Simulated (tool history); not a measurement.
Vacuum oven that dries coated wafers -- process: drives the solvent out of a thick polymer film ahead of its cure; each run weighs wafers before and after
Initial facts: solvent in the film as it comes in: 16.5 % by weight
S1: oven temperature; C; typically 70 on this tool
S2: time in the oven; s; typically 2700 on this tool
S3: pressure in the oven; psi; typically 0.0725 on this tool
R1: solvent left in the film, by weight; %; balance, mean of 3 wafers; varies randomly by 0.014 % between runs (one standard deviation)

run   hour  S1    S2      S3    R1
  1      0  70  2700  0.0725  2.37
  2   21.3  70  2700  0.0725  2.37
  3   49.3  69  2700  0.0725  2.58
  4   77.7  69  2700  0.2502  3.07
  5   95.8  65  2700  0.2502  4.07
  6  128.3  65  2700  0.2502   4.1
  7  158.3  70  2700  0.0725  2.42
  8  178.1  70  2700  0.0725   2.4
  9  196.9  84  2700  0.0725  0.47
 10  232.6  59  1860  0.0725  6.93
 11    251  59  1860  0.0992     7
     255.6  -- vacuum gauge cleaned of residue and calibrated
 12  274.1  73  2400  0.1523  2.47
 13  292.5  76  3360  0.0793  0.86
     322.5  -- vacuum gauge cleaned of residue and calibrated, once more
 14  327.5  76  3360  0.0793  0.81
 15  357.4  58  3300  0.0454  4.36

Here are 4 independent what-if runs from the current tool condition. What would each one return?
  A  387.5  58  1380  0.0555   ?
  B  387.5  77  3300  0.0454   ?
  C  387.5  70  1680  0.1684   ?
  D  387.5  70  1440  0.0725   ?

run    R1
  A  8.39
  B  0.67
  C  4.73
  D  5.27
Without the tool's hidden state the same runs would have given:
run    R1
  A   8.2
  B  0.59
  C  4.52
  D  5.06
